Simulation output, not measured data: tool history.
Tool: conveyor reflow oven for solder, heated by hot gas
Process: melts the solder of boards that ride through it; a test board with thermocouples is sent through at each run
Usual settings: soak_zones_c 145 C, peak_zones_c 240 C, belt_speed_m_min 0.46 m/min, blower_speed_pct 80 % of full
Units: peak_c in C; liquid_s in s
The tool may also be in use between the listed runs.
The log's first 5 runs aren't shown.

| run | hour | soak_zones_c | peak_zones_c | belt_speed_m_min | blower_speed_pct | peak_c | liquid_s |
|---|---|---|---|---|---|---|---|
| 6 | 47.7 | 145 | 240 | 0.46 | 55 | 220.15 | 62.6 |
| 7 | 58.4 | 145 | 240 | 0.46 | 55 | 219.93 | 62.4 |
| 8 | 68.5 | 145 | 240 | 0.46 | 80 | 226.8 | 68.1 |
|  | 78.4 | flux residue cleaned out of gas plates and filters |
| 9 | 80.8 | 145 | 240 | 0.46 | 77 | 226.22 | 67.6 |
| 10 | 91 | 145 | 240 | 0.46 | 80 | 226.93 | 67.9 |
| 11 | 99.1 | 145 | 240 | 0.46 | 80 | 226.94 | 68 |
| 12 | 105.3 | 145 | 240 | 0.46 | 58 | 221.13 | 63.5 |
| 13 | 112 | 145 | 240 | 0.46 | 58 | 221.09 | 63.6 |
| 14 | 118.4 | 145 | 240 | 0.46 | 58 | 221.13 | 63.3 |
| 15 | 124.2 | 145 | 240 | 0.46 | 58 | 221.05 | 63.7 |
| 16 | 135.5 | 155 | 240 | 0.517 | 80 | 225.29 | 62.8 |
| 17 | 146 | 155 | 240 | 0.517 | 80 | 225.24 | 63.2 |
| 18 | 153.2 | 158 | 252 | 0.425 | 80 | 241.37 | 86 |
| 19 | 164.7 | 143 | 240 | 0.46 | 67 | 223.41 | 64.7 |
| 20 | 172.8 | 132 | 240 | 0.46 | 66 | 221.19 | 59.4 |
| 21 | 180.8 | 139 | 240 | 0.446 | 85 | 227.89 | 68.7 |
| 22 | 192.7 | 145 | 240 | 0.371 | 80 | 232.06 | 88.1 |
| 23 | 200.1 | 139 | 252 | 0.387 | 70 | 239.63 | 86 |
| 24 | 208.7 | 139 | 252 | 0.387 | 70 | 239.69 | 85.9 |
| 25 | 219.3 | 139 | 252 | 0.43 | 70 | 236.43 | 75.9 |
| 26 | 224.7 | 139 | 252 | 0.43 | 70 | 236.31 | 75.8 |
| 27 | 231.4 | 139 | 238 | 0.43 | 57 | 220.01 | 65.1 |
| 28 | 239.8 | 145 | 230 | 0.549 | 80 | 213.11 | 48.1 |
| 29 | 245.8 | 145 | 230 | 0.549 | 80 | 213.15 | 48.1 |
| 30 | 251.2 | 145 | 240 | 0.46 | 63 | 222.62 | 64.7 |

4 ways to go on from here, each from the tool as it stands after run 30. What would each give?
| A | 264.1 | 141 | 240 | 0.417 | 56 | ? | ? |
| B | 264.1 | 145 | 233 | 0.485 | 63 | ? | ? |
| C | 264.1 | 145 | 240 | 0.505 | 63 | ? | ? |
| D | 264.1 | 145 | 242 | 0.515 | 80 | ? | ? |

| run | peak_c | liquid_s |
|---|---|---|
| A | 222.77 | 70.2 |
| B | 215.07 | 55.5 |
| C | 219.26 | 56.6 |
| D | 225.18 | 59.2 |
Without the tool's hidden state the same runs would have given:
| run | peak_c | liquid_s |
|---|---|---|
| A | 222.77 | 70.2 |
| B | 215.07 | 55.5 |
| C | 219.26 | 56.6 |
| D | 225.18 | 59.2 |

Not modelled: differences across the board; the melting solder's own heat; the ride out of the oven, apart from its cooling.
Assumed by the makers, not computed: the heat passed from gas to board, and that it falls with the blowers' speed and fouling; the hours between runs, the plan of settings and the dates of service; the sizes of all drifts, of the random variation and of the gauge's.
